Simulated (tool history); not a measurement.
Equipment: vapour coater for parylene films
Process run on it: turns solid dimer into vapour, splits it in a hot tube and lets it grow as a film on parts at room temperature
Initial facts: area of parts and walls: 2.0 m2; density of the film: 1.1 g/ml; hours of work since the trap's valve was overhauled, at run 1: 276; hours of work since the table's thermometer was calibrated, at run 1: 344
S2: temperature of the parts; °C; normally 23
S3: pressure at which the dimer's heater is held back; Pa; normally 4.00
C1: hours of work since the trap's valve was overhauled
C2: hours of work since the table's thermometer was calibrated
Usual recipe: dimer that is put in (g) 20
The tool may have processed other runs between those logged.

Run 1, hour 0.0: usual settings; C1 276; C2 344. Result: thickness of the film (nm) 5240.
Run 2, hour 65.6: usual settings; C1 308; C2 376. Result: thickness of the film (nm) 5250.
Run 3, hour 152.5: usual settings but dimer that is put in (g) 22; C1 350; C2 418. Result: thickness of the film (nm) 5710.
Run 4, hour 198.6: usual settings; C1 373; C2 441. Result: thickness of the film (nm) 5210.
Run 5, hour 245.2: usual settings but S2 25 °C; C1 395; C2 464. Result: thickness of the film (nm) 4840.
Run 6, hour 326.3: usual settings but S2 25 °C; C1 435; C2 503. Result: thickness of the film (nm) 4820.
At hour 373.1: trap's valve overhauled.
Run 7, hour 404.8: usual settings but S2 25 °C; C1 15; C2 539. Result: thickness of the film (nm) 5180.
Run 8, hour 481.5: usual settings; C1 53; C2 577. Result: thickness of the film (nm) 5680.
Run 9, hour 562.0: usual settings; C1 92; C2 616. Result: thickness of the film (nm) 5540.
Run 10, hour 618.1: usual settings; C1 119; C2 643. Result: thickness of the film (nm) 5560.
Run 11, hour 698.1: usual settings; C1 158; C2 682. Result: thickness of the film (nm) 5480.
Run 12, hour 767.0: usual settings; C1 192; C2 716. Result: thickness of the film (nm) 5440.
Run 13, hour 825.3: usual settings; C1 220; C2 744. Result: thickness of the film (nm) 5410.
Run 14, hour 903.5: usual settings; C1 258; C2 782. Result: thickness of the film (nm) 5300.
Run 15, hour 942.6: usual settings; C1 277; C2 801. Result: thickness of the film (nm) 5350.
Run 16, hour 1025.0: usual settings but S2 27 °C; C1 317; C2 841. Result: thickness of the film (nm) 4620.
Run 17, hour 1109.6: usual settings but S2 27 °C; C1 358; C2 882. Result: thickness of the film (nm) 4630.
Run 18, hour 1145.4: usual settings but S2 27 °C, S3 4.38 Pa; C1 376; C2 900. Result: thickness of the film (nm) 4470.
Run 19, hour 1222.1: usual settings but S2 33 °C; C1 413; C2 937. Result: thickness of the film (nm) 3730.
Run 20, hour 1305.3: usual settings but S2 15 °C; C1 454; C2 977. Result: thickness of the film (nm) 6740.
At hour 1315.9: trap's valve overhauled.
Run 21, hour 1384.5: usual settings but S2 15 °C; C1 33; C2 1014. Result: thickness of the film (nm) 7430.

Estimate the outcome of run 22 from the log above:
Run 22, hour 1435.5: usual settings but dimer that is put in (g) 14, S2 17 °C, S3 4.61 Pa; C1 58; C2 1039. Result: thickness of the film (nm) ?.

thickness of the film (nm): 4740
If the tool had no hidden condition, the same run with the same run-to-run variation would have returned thickness of the film (nm) 4590.

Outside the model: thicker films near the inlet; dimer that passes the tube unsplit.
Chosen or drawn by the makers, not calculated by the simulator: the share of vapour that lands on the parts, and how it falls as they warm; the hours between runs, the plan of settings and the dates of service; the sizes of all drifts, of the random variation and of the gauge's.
